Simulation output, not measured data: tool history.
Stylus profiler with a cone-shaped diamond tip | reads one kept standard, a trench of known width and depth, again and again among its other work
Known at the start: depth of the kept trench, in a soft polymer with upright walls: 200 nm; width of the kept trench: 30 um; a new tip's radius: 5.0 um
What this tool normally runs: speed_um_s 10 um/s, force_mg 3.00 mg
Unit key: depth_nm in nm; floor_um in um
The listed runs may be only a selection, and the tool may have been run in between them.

run,hour,speed_um_s,force_mg,depth_nm,floor_um
1,0.0,10,3.00,201.57,26.83
2,48.1,3,3.00,201.86,26.83
3,73.5,3,3.00,201.91,26.81
4,110.8,3,3.00,201.68,26.77
5,159.7,3,3.97,202.23,26.78
6,199.7,3,3.97,202.10,26.77
7,252.8,3,3.97,202.13,26.66
8,294.2,10,3.00,201.92,26.65
9,325.4,10,3.00,201.78,26.65
10,379.9,10,3.00,201.92,26.66
11,425.3,10,3.00,201.90,26.63
12,479.0,10,6.44,202.75,26.57
13,508.4,10,6.44,202.98,26.57
14,560.3,10,6.44,202.86,26.56
15,616.3,10,6.44,202.94,26.58
16,661.9,10,3.00,202.08,26.50
17,714.3,4,3.00,202.12,26.48
18,749.6,10,1.66,201.58,26.46
19,793.5,10,1.66,201.61,26.47
20,850.5,10,3.00,202.27,26.49
21,877.5,10,3.00,202.21,26.45
22,913.6,10,3.00,202.14,26.40
23,959.7,10,3.00,202.30,26.37
24,1014.8,10,3.00,202.15,26.36
25,1046.3,21,8.43,203.75,26.30
26,1094.0,21,8.43,203.85,26.25
27,1146.3,4,8.43,203.59,26.30
28,1201.6,4,8.43,203.86,26.29
29,1234.6,6,3.00,202.26,26.25
30,1258.3,30,1.53,201.97,26.16
31,1315.8,13,2.09,202.26,26.25
32,1356.1,2,1.09,201.87,26.21
33,1399.4,2,1.09,201.72,26.25
34,1427.1,2,1.09,201.75,26.16
35,1464.6,9,1.04,201.91,26.13
36,1510.7,9,1.04,201.87,26.09
37,1534.6,9,1.04,201.92,26.07
38,1588.9,9,1.99,202.31,26.12
39,1645.5,9,1.48,202.02,26.05
40,1686.9,9,1.48,202.06,26.05
41,1732.3,6,3.91,202.80,26.02
42,1786.5,6,3.91,202.88,26.01

Run 43 comes next. What will it give?
43,1844.3,6,3.91,?,?

depth_nm: 202.91 nm
floor_um: 25.97 um
On a tool with no hidden condition, and with the same random variation, this run would have come out at depth_nm 201.59 nm, floor_um 27.17 um.
